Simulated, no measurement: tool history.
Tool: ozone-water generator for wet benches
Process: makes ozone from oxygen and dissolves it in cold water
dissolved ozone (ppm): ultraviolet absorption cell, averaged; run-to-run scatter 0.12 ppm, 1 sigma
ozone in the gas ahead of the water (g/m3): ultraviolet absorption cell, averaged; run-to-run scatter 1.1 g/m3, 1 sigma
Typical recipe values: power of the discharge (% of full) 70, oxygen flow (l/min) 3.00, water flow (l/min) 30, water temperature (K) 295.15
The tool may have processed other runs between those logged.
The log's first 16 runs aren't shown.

run,day,power of the discharge (% of full),oxygen flow (l/min),water flow (l/min),water temperature (K),hours of work since the electrodes were changed,hours of work since the contactor was cleaned,hours of work since the thermometer was calibrated,dissolved ozone (ppm),ozone in the gas ahead of the water (g/m3)
17,78.817,70,2.99,30,293.15,5376,2545,170,7.6,158.8
18,84.596,70,2.99,30,293.15,5465,2633,258,7.4,159.7
19,90.792,84,3.00,30,294.15,5559,2728,352,8.2,174.2
# day 91.808: water thermometer calibrated, once more
20,96.750,52,4.95,30,295.15,5650,2818,75,7.2,107.7
21,100.846,63,3.17,42,295.15,5712,2881,138,5.1,145.9
22,104.762,97,1.75,18,292.15,5772,2941,198,12.8,237.9
23,111.579,97,1.79,18,300.15,5876,3045,302,12.3,232.3
24,117.088,70,3.50,31,296.15,5960,3129,386,7.3,143.9
25,123.188,50,3.35,32,296.15,6053,3222,479,5.9,123.9
26,129.704,70,3.00,30,298.15,6152,3321,578,7.0,153.0
27,132.767,49,3.00,29,295.15,6199,3368,625,6.4,128.7
28,136.192,49,3.00,29,295.15,6251,3420,677,6.2,129.6
29,139.879,49,3.00,29,295.15,6308,3476,733,6.2,127.7
30,146.396,81,4.62,29,293.15,6407,3576,833,8.9,133.4

4 ways to go on from here, each from the tool as it stands after run 30. What would each give?
A,150.829,81,4.62,25,293.15,6475,3643,900,?,?
B,150.829,87,3.00,40,295.15,6475,3643,900,?,?
C,150.829,70,3.00,35,295.15,6475,3643,900,?,?
D,150.829,81,3.29,36,297.15,6475,3643,900,?,?

run,dissolved ozone (ppm),ozone in the gas ahead of the water (g/m3)
A,10.0,131.9
B,5.7,170.1
C,6.1,150.7
D,6.2,155.4
With the hidden condition removed and each run's random variation left untouched, the same runs would have given:
run,dissolved ozone (ppm),ozone in the gas ahead of the water (g/m3)
A,14.2,176.2
B,8.2,229.0
C,8.5,197.0
D,8.9,207.7

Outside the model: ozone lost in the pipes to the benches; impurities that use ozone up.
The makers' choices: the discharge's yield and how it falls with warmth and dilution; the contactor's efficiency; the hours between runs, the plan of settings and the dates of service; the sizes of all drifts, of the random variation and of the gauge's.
